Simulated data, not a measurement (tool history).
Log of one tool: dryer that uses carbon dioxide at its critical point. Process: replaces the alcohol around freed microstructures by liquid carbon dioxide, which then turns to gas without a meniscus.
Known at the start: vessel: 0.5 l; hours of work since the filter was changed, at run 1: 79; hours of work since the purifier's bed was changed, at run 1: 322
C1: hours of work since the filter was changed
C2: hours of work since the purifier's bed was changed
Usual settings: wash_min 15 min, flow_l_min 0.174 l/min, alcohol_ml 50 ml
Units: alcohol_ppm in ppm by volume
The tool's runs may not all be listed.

{"run": 1, "day": 0.0, "wash_min": 15, "flow_l_min": 0.174, "alcohol_ml": 50, "C1": 79, "C2": 322, "alcohol_ppm": 1402}
{"run": 2, "day": 0.433, "wash_min": 15, "flow_l_min": 0.115, "alcohol_ml": 50, "C1": 87, "C2": 330, "alcohol_ppm": 6551}
{"run": 3, "day": 0.9, "wash_min": 15, "flow_l_min": 0.115, "alcohol_ml": 50, "C1": 96, "C2": 338, "alcohol_ppm": 6801}
{"run": 4, "day": 1.325, "wash_min": 15, "flow_l_min": 0.115, "alcohol_ml": 50, "C1": 104, "C2": 346, "alcohol_ppm": 6844}
{"run": 5, "day": 2.029, "wash_min": 18, "flow_l_min": 0.174, "alcohol_ml": 50, "C1": 117, "C2": 359, "alcohol_ppm": 713}
{"run": 6, "day": 2.633, "wash_min": 18, "flow_l_min": 0.174, "alcohol_ml": 50, "C1": 128, "C2": 371, "alcohol_ppm": 743}
{"run": 7, "day": 3.062, "wash_min": 18, "flow_l_min": 0.174, "alcohol_ml": 50, "C1": 136, "C2": 379, "alcohol_ppm": 783}
{"run": 8, "day": 3.612, "wash_min": 18, "flow_l_min": 0.174, "alcohol_ml": 50, "C1": 146, "C2": 389, "alcohol_ppm": 824}
{"run": 9, "day": 4.071, "wash_min": 18, "flow_l_min": 0.219, "alcohol_ml": 50, "C1": 155, "C2": 397, "alcohol_ppm": 245}
{"run": 10, "day": 4.596, "wash_min": 18, "flow_l_min": 0.219, "alcohol_ml": 50, "C1": 164, "C2": 407, "alcohol_ppm": 260}
{"run": 11, "day": 5.075, "wash_min": 13, "flow_l_min": 0.174, "alcohol_ml": 50, "C1": 173, "C2": 416, "alcohol_ppm": 3266}
{"run": 12, "day": 5.683, "wash_min": 13, "flow_l_min": 0.174, "alcohol_ml": 50, "C1": 184, "C2": 427, "alcohol_ppm": 3535}
{"run": 13, "day": 6.25, "wash_min": 15, "flow_l_min": 0.174, "alcohol_ml": 50, "C1": 195, "C2": 437, "alcohol_ppm": 2143}
{"day": 6.621, "done": "inlet filter changed"}
{"run": 14, "day": 6.962, "wash_min": 15, "flow_l_min": 0.174, "alcohol_ml": 50, "C1": 6, "C2": 450, "alcohol_ppm": 1115}
{"run": 15, "day": 7.496, "wash_min": 15, "flow_l_min": 0.174, "alcohol_ml": 50, "C1": 16, "C2": 460, "alcohol_ppm": 1104}
{"run": 16, "day": 7.9, "wash_min": 20, "flow_l_min": 0.111, "alcohol_ml": 110, "C1": 24, "C2": 467, "alcohol_ppm": 5395}
{"run": 17, "day": 8.612, "wash_min": 11, "flow_l_min": 0.174, "alcohol_ml": 79, "C1": 37, "C2": 480, "alcohol_ppm": 5920}
{"run": 18, "day": 9.208, "wash_min": 11, "flow_l_min": 0.174, "alcohol_ml": 79, "C1": 48, "C2": 491, "alcohol_ppm": 6089}
{"run": 19, "day": 9.508, "wash_min": 21, "flow_l_min": 0.23, "alcohol_ml": 79, "C1": 53, "C2": 497, "alcohol_ppm": 77}
{"run": 20, "day": 9.962, "wash_min": 21, "flow_l_min": 0.235, "alcohol_ml": 105, "C1": 62, "C2": 505, "alcohol_ppm": 104}
{"run": 21, "day": 10.296, "wash_min": 17, "flow_l_min": 0.129, "alcohol_ml": 79, "C1": 68, "C2": 512, "alcohol_ppm": 4442}
{"run": 22, "day": 10.933, "wash_min": 17, "flow_l_min": 0.129, "alcohol_ml": 79, "C1": 80, "C2": 523, "alcohol_ppm": 4537}
{"run": 23, "day": 11.504, "wash_min": 17, "flow_l_min": 0.129, "alcohol_ml": 79, "C1": 90, "C2": 534, "alcohol_ppm": 4704}
{"run": 24, "day": 11.817, "wash_min": 15, "flow_l_min": 0.174, "alcohol_ml": 21, "C1": 96, "C2": 540, "alcohol_ppm": 647}
{"run": 25, "day": 12.408, "wash_min": 22, "flow_l_min": 0.174, "alcohol_ml": 21, "C1": 107, "C2": 551, "alcohol_ppm": 141}
{"run": 26, "day": 12.758, "wash_min": 10, "flow_l_min": 0.249, "alcohol_ml": 42, "C1": 114, "C2": 557, "alcohol_ppm": 1432}
{"run": 27, "day": 13.083, "wash_min": 22, "flow_l_min": 0.286, "alcohol_ml": 42, "C1": 120, "C2": 563, "alcohol_ppm": 50}
{"run": 28, "day": 13.775, "wash_min": 9, "flow_l_min": 0.174, "alcohol_ml": 50, "C1": 132, "C2": 576, "alcohol_ppm": 8223}
{"run": 29, "day": 14.221, "wash_min": 19, "flow_l_min": 0.147, "alcohol_ml": 48, "C1": 141, "C2": 584, "alcohol_ppm": 1326}

How the hidden state differs across the entries between the runs, from the last listed run before each to the first after it:
Between runs 13 and 14: inlet filter changed (day 6.621)
  flow that reaches the vessel past the clogged filter, %: 84.2 -> 99.4; alcohol in the recycled carbon dioxide, ppm: 37 -> 37.9
  measured less the result without the state, alcohol_ppm: +1114 -> +62 ppm by volume

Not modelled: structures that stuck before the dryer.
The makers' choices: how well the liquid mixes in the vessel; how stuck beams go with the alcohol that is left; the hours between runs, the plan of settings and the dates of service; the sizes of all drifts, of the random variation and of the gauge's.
